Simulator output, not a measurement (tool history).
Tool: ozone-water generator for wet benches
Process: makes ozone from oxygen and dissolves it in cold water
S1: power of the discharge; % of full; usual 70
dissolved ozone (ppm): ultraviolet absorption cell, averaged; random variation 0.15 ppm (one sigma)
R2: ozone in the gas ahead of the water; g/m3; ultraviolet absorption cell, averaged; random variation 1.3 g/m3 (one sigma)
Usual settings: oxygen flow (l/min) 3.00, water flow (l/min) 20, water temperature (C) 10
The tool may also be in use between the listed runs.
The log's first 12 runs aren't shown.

Run 13, hour 297.2: usual settings but water temperature (C) 16. Result: dissolved ozone (ppm) 16.1, R2 241.1 g/m3.
Run 14, hour 327.3: usual settings but water temperature (C) 6. Result: dissolved ozone (ppm) 17.7, R2 235.9 g/m3.
Run 15, hour 351.4: usual settings but S1 74 % of full. Result: dissolved ozone (ppm) 17.7, R2 249.5 g/m3.
Run 16, hour 378.3: usual settings. Result: dissolved ozone (ppm) 17.0, R2 237.7 g/m3.
Run 17, hour 394.4: usual settings. Result: dissolved ozone (ppm) 17.3, R2 237.7 g/m3.
Run 18, hour 410.3: usual settings but S1 56 % of full, oxygen flow (l/min) 1.68. Result: dissolved ozone (ppm) 11.5, R2 249.1 g/m3.
Run 19, hour 427.6: usual settings but S1 56 % of full, oxygen flow (l/min) 1.68. Result: dissolved ozone (ppm) 11.5, R2 250.8 g/m3.
Run 20, hour 458.2: usual settings but S1 46 % of full, oxygen flow (l/min) 3.55, water flow (l/min) 18, water temperature (C) 7. Result: dissolved ozone (ppm) 14.4, R2 156.8 g/m3.
Run 21, hour 473.6: usual settings but S1 46 % of full, oxygen flow (l/min) 3.55, water flow (l/min) 18, water temperature (C) 7. Result: dissolved ozone (ppm) 14.7, R2 156.2 g/m3.
Run 22, hour 493.0: usual settings but oxygen flow (l/min) 3.58, water temperature (C) 15. Result: dissolved ozone (ppm) 17.2, R2 220.6 g/m3.
Run 23, hour 516.5: usual settings but oxygen flow (l/min) 5.11, water flow (l/min) 16, water temperature (C) 15. Result: dissolved ozone (ppm) 21.7, R2 189.1 g/m3.
Run 24, hour 547.7: usual settings but S1 62 % of full, oxygen flow (l/min) 5.13, water temperature (C) 7. Result: dissolved ozone (ppm) 18.4, R2 172.0 g/m3.
Run 25, hour 561.7: usual settings but S1 62 % of full, oxygen flow (l/min) 5.13, water temperature (C) 7. Result: dissolved ozone (ppm) 18.6, R2 171.7 g/m3.
Run 26, hour 584.5: usual settings but S1 94 % of full, oxygen flow (l/min) 5.23, water temperature (C) 7. Result: dissolved ozone (ppm) 25.9, R2 237.8 g/m3.
Run 27, hour 618.1: usual settings but S1 94 % of full, oxygen flow (l/min) 5.23, water temperature (C) 7. Result: dissolved ozone (ppm) 25.5, R2 235.7 g/m3.
Run 28, hour 634.9: usual settings but S1 65 % of full, water flow (l/min) 23, water temperature (C) 7. Result: dissolved ozone (ppm) 14.0, R2 221.5 g/m3.
Run 29, hour 651.5: usual settings but S1 65 % of full, water flow (l/min) 23, water temperature (C) 7. Result: dissolved ozone (ppm) 14.2, R2 221.9 g/m3.

Forecast run 30:
Run 30, hour 680.9: usual settings but oxygen flow (l/min) 1.95. Result: dissolved ozone (ppm) ?, R2 ?.

dissolved ozone (ppm): 14.5
R2: 278.2 g/m3
Without the tool's hidden state the same run would have given dissolved ozone (ppm) 15.6, R2 287.3 g/m3.

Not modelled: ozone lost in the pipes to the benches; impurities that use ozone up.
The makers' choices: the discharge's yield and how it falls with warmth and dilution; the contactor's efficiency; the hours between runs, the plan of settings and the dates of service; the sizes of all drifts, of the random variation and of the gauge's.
